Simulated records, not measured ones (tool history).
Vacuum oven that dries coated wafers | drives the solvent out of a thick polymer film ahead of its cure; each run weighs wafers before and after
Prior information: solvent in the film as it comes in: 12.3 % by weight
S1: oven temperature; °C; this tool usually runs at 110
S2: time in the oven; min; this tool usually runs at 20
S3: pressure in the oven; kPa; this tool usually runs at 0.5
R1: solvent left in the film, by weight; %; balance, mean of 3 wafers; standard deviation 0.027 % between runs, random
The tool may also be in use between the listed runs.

{"run": 1, "hour": 0.0, "S1": 110, "S2": 20, "S3": 0.5, "R1": 1.43}
{"run": 2, "hour": 17.0, "S1": 110, "S2": 20, "S3": 0.5, "R1": 1.38}
{"run": 3, "hour": 56.5, "S1": 122, "S2": 20, "S3": 0.5, "R1": 0.41}
{"run": 4, "hour": 82.7, "S1": 122, "S2": 20, "S3": 0.5, "R1": 0.38}
{"run": 5, "hour": 105.7, "S1": 97, "S2": 20, "S3": 0.5, "R1": 4.15}
{"run": 6, "hour": 132.1, "S1": 120, "S2": 20, "S3": 0.5, "R1": 0.54}
{"run": 7, "hour": 173.4, "S1": 120, "S2": 20, "S3": 0.5, "R1": 0.49}
{"run": 8, "hour": 200.8, "S1": 120, "S2": 20, "S3": 0.5, "R1": 0.5}
{"run": 9, "hour": 237.5, "S1": 120, "S2": 20, "S3": 0.5, "R1": 0.52}
{"run": 10, "hour": 255.7, "S1": 110, "S2": 20, "S3": 0.5, "R1": 1.52}
{"run": 11, "hour": 294.0, "S1": 110, "S2": 20, "S3": 0.5, "R1": 1.49}
{"hour": 305.1, "done": "oven's thermocouples calibrated"}
{"run": 12, "hour": 332.2, "S1": 110, "S2": 20, "S3": 0.5, "R1": 1.5}
{"run": 13, "hour": 365.0, "S1": 110, "S2": 20, "S3": 1.049, "R1": 1.72}
{"run": 14, "hour": 392.6, "S1": 110, "S2": 20, "S3": 0.5, "R1": 1.48}
{"run": 15, "hour": 409.4, "S1": 110, "S2": 20, "S3": 0.5, "R1": 1.47}
{"run": 16, "hour": 435.2, "S1": 110, "S2": 20, "S3": 0.5, "R1": 1.48}
{"run": 17, "hour": 466.5, "S1": 110, "S2": 20, "S3": 0.5, "R1": 1.5}
{"run": 18, "hour": 496.1, "S1": 105, "S2": 16, "S3": 1.99, "R1": 3.91}
{"run": 19, "hour": 512.9, "S1": 105, "S2": 16, "S3": 1.99, "R1": 3.91}
{"run": 20, "hour": 544.9, "S1": 120, "S2": 26, "S3": 1.99, "R1": 1.05}
{"run": 21, "hour": 584.9, "S1": 123, "S2": 21, "S3": 1.856, "R1": 0.97}
{"run": 22, "hour": 624.2, "S1": 123, "S2": 21, "S3": 1.856, "R1": 0.96}
{"run": 23, "hour": 653.9, "S1": 123, "S2": 21, "S3": 1.856, "R1": 0.93}
{"run": 24, "hour": 691.8, "S1": 97, "S2": 11, "S3": 0.527, "R1": 6.18}
{"run": 25, "hour": 721.3, "S1": 97, "S2": 11, "S3": 0.527, "R1": 6.25}
{"run": 26, "hour": 748.7, "S1": 97, "S2": 15, "S3": 0.257, "R1": 5.18}
{"run": 27, "hour": 775.3, "S1": 99, "S2": 16, "S3": 1.973, "R1": 5.43}
{"run": 28, "hour": 808.7, "S1": 99, "S2": 16, "S3": 1.973, "R1": 5.51}
{"run": 29, "hour": 837.5, "S1": 99, "S2": 16, "S3": 1.973, "R1": 5.48}
{"run": 30, "hour": 878.9, "S1": 99, "S2": 16, "S3": 1.973, "R1": 5.42}
{"run": 31, "hour": 908.8, "S1": 116, "S2": 11, "S3": 1.004, "R1": 2.4}
{"run": 32, "hour": 926.9, "S1": 110, "S2": 12, "S3": 1.174, "R1": 3.42}

Forecast run 33:
{"run": 33, "hour": 958.3, "S1": 110, "S2": 12, "S3": 1.174, "R1": "?"}

R1: 3.48 %
Minus the tool's unlogged condition, the same run would have read R1 3.09 %.

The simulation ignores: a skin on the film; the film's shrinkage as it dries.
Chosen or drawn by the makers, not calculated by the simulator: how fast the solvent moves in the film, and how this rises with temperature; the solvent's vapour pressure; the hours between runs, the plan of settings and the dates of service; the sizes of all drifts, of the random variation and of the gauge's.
